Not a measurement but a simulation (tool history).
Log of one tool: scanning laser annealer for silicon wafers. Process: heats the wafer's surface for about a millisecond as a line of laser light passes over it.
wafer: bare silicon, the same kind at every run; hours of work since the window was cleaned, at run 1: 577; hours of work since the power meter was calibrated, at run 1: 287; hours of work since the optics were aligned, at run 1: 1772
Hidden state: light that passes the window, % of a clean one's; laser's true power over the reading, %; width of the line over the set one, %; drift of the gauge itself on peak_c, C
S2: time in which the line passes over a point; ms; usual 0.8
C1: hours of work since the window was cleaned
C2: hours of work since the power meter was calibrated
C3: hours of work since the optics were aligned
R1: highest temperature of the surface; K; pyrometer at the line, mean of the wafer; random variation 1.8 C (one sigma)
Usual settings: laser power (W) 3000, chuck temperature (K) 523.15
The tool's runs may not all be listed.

{"run": 1, "hour": 0.0, "laser power (W)": 3000, "S2": 0.8, "chuck temperature (K)": 523.15, "C1": 577, "C2": 287, "C3": 1772, "R1": 1241.15}
{"run": 2, "hour": 13.4, "laser power (W)": 3000, "S2": 0.8, "chuck temperature (K)": 523.15, "C1": 583, "C2": 293, "C3": 1778, "R1": 1245.15}
{"run": 3, "hour": 34.9, "laser power (W)": 3000, "S2": 0.8, "chuck temperature (K)": 523.15, "C1": 593, "C2": 303, "C3": 1788, "R1": 1247.15}
{"run": 4, "hour": 47.9, "laser power (W)": 2640, "S2": 0.8, "chuck temperature (K)": 523.15, "C1": 599, "C2": 309, "C3": 1794, "R1": 1161.15}
{"hour": 56.0, "done": "window over the wafer cleaned"}
{"run": 5, "hour": 70.9, "laser power (W)": 2640, "S2": 0.8, "chuck temperature (K)": 523.15, "C1": 7, "C2": 318, "C3": 1804, "R1": 1199.15}
{"run": 6, "hour": 87.0, "laser power (W)": 2640, "S2": 0.8, "chuck temperature (K)": 523.15, "C1": 14, "C2": 325, "C3": 1811, "R1": 1202.15}
{"run": 7, "hour": 97.9, "laser power (W)": 2640, "S2": 0.8, "chuck temperature (K)": 523.15, "C1": 19, "C2": 330, "C3": 1816, "R1": 1202.15}
{"run": 8, "hour": 120.3, "laser power (W)": 2640, "S2": 0.8, "chuck temperature (K)": 523.15, "C1": 29, "C2": 341, "C3": 1826, "R1": 1196.15}
{"hour": 132.1, "done": "optics aligned, line set to its width"}
{"run": 9, "hour": 143.0, "laser power (W)": 2640, "S2": 0.8, "chuck temperature (K)": 523.15, "C1": 37, "C2": 349, "C3": 5, "R1": 1202.15}
{"run": 10, "hour": 153.8, "laser power (W)": 2939, "S2": 0.8, "chuck temperature (K)": 523.15, "C1": 42, "C2": 354, "C3": 10, "R1": 1274.15}
{"run": 11, "hour": 168.3, "laser power (W)": 3000, "S2": 0.676, "chuck temperature (K)": 523.15, "C1": 49, "C2": 360, "C3": 16, "R1": 1228.15}
{"run": 12, "hour": 189.0, "laser power (W)": 3000, "S2": 0.676, "chuck temperature (K)": 523.15, "C1": 58, "C2": 370, "C3": 26, "R1": 1229.15}
{"run": 13, "hour": 199.8, "laser power (W)": 3000, "S2": 0.676, "chuck temperature (K)": 523.15, "C1": 63, "C2": 374, "C3": 31, "R1": 1228.15}
{"run": 14, "hour": 211.9, "laser power (W)": 3000, "S2": 0.676, "chuck temperature (K)": 523.15, "C1": 69, "C2": 380, "C3": 36, "R1": 1227.15}
{"run": 15, "hour": 227.1, "laser power (W)": 3000, "S2": 0.676, "chuck temperature (K)": 523.15, "C1": 76, "C2": 387, "C3": 43, "R1": 1226.15}
{"run": 16, "hour": 245.7, "laser power (W)": 2798, "S2": 0.676, "chuck temperature (K)": 523.15, "C1": 84, "C2": 395, "C3": 52, "R1": 1182.15}
{"run": 17, "hour": 266.2, "laser power (W)": 2798, "S2": 0.676, "chuck temperature (K)": 523.15, "C1": 93, "C2": 405, "C3": 61, "R1": 1182.15}
{"run": 18, "hour": 288.6, "laser power (W)": 3000, "S2": 0.661, "chuck temperature (K)": 523.15, "C1": 103, "C2": 415, "C3": 71, "R1": 1219.15}
{"run": 19, "hour": 308.5, "laser power (W)": 3000, "S2": 0.661, "chuck temperature (K)": 523.15, "C1": 113, "C2": 424, "C3": 80, "R1": 1218.15}
{"run": 20, "hour": 317.7, "laser power (W)": 3000, "S2": 0.661, "chuck temperature (K)": 523.15, "C1": 117, "C2": 428, "C3": 84, "R1": 1217.15}
{"run": 21, "hour": 330.7, "laser power (W)": 3000, "S2": 0.661, "chuck temperature (K)": 523.15, "C1": 123, "C2": 434, "C3": 90, "R1": 1219.15}
{"run": 22, "hour": 343.3, "laser power (W)": 3000, "S2": 0.8, "chuck temperature (K)": 511.15, "C1": 128, "C2": 440, "C3": 96, "R1": 1269.15}
{"run": 23, "hour": 353.8, "laser power (W)": 3000, "S2": 0.6, "chuck temperature (K)": 507.15, "C1": 133, "C2": 444, "C3": 101, "R1": 1169.15}
{"run": 24, "hour": 366.4, "laser power (W)": 3234, "S2": 0.854, "chuck temperature (K)": 523.15, "C1": 139, "C2": 450, "C3": 107, "R1": 1362.15}
{"run": 25, "hour": 384.7, "laser power (W)": 2815, "S2": 0.854, "chuck temperature (K)": 540.15, "C1": 147, "C2": 459, "C3": 115, "R1": 1277.15}
{"run": 26, "hour": 394.2, "laser power (W)": 2878, "S2": 0.854, "chuck temperature (K)": 561.15, "C1": 151, "C2": 463, "C3": 119, "R1": 1312.15}
{"run": 27, "hour": 412.0, "laser power (W)": 3185, "S2": 0.775, "chuck temperature (K)": 502.15, "C1": 160, "C2": 471, "C3": 127, "R1": 1291.15}
{"run": 28, "hour": 425.6, "laser power (W)": 3185, "S2": 0.775, "chuck temperature (K)": 502.15, "C1": 166, "C2": 477, "C3": 133, "R1": 1291.15}
{"run": 29, "hour": 439.5, "laser power (W)": 2832, "S2": 0.8, "chuck temperature (K)": 523.15, "C1": 172, "C2": 483, "C3": 140, "R1": 1237.15}
{"run": 30, "hour": 451.2, "laser power (W)": 2764, "S2": 0.8, "chuck temperature (K)": 530.15, "C1": 177, "C2": 489, "C3": 145, "R1": 1231.15}
{"run": 31, "hour": 468.6, "laser power (W)": 2926, "S2": 0.878, "chuck temperature (K)": 524.15, "C1": 185, "C2": 497, "C3": 153, "R1": 1294.15}
{"run": 32, "hour": 487.9, "laser power (W)": 2948, "S2": 0.592, "chuck temperature (K)": 552.15, "C1": 194, "C2": 505, "C3": 162, "R1": 1193.15}
{"run": 33, "hour": 507.6, "laser power (W)": 2948, "S2": 0.592, "chuck temperature (K)": 552.15, "C1": 203, "C2": 514, "C3": 171, "R1": 1193.15}
{"run": 34, "hour": 517.2, "laser power (W)": 2805, "S2": 0.574, "chuck temperature (K)": 562.15, "C1": 207, "C2": 519, "C3": 175, "R1": 1167.15}
{"run": 35, "hour": 534.9, "laser power (W)": 2802, "S2": 0.988, "chuck temperature (K)": 509.15, "C1": 215, "C2": 527, "C3": 183, "R1": 1288.15}
{"run": 36, "hour": 551.0, "laser power (W)": 3000, "S2": 0.987, "chuck temperature (K)": 494.15, "C1": 223, "C2": 534, "C3": 190, "R1": 1323.15}
{"run": 37, "hour": 564.0, "laser power (W)": 3000, "S2": 0.8, "chuck temperature (K)": 534.15, "C1": 229, "C2": 540, "C3": 196, "R1": 1285.15}
{"run": 38, "hour": 576.9, "laser power (W)": 3000, "S2": 0.8, "chuck temperature (K)": 534.15, "C1": 235, "C2": 546, "C3": 202, "R1": 1285.15}
{"run": 39, "hour": 594.2, "laser power (W)": 2639, "S2": 0.8, "chuck temperature (K)": 528.15, "C1": 242, "C2": 554, "C3": 210, "R1": 1195.15}
{"run": 40, "hour": 615.0, "laser power (W)": 3057, "S2": 0.741, "chuck temperature (K)": 550.15, "C1": 252, "C2": 563, "C3": 220, "R1": 1286.15}
{"run": 41, "hour": 624.5, "laser power (W)": 2568, "S2": 0.642, "chuck temperature (K)": 547.15, "C1": 256, "C2": 568, "C3": 224, "R1": 1130.15}

Measured less the same run without the tool's hidden state. The same run-to-run variation is in both; the gauge's scatter may not be:
run=1 R1=-50
run=2 R1=-50
run=3 R1=-51
run=4 R1=-46
run=5 R1=-9
run=6 R1=-9
run=7 R1=-9
run=8 R1=-10
run=9 R1=-5
run=10 R1=-6
run=11 R1=-6
run=12 R1=-7
run=13 R1=-7
run=14 R1=-8
run=15 R1=-8
run=16 R1=-8
run=17 R1=-8
run=18 R1=-9
run=19 R1=-10
run=20 R1=-10
run=21 R1=-11
run=22 R1=-13
run=23 R1=-12
run=24 R1=-14
run=25 R1=-13
run=26 R1=-14
run=27 R1=-16
run=28 R1=-16
run=29 R1=-14
run=30 R1=-15
run=31 R1=-17
run=32 R1=-15
run=33 R1=-15
run=34 R1=-15
run=35 R1=-19
run=36 R1=-21
run=37 R1=-19
run=38 R1=-20
run=39 R1=-18
run=40 R1=-21
run=41 R1=-17
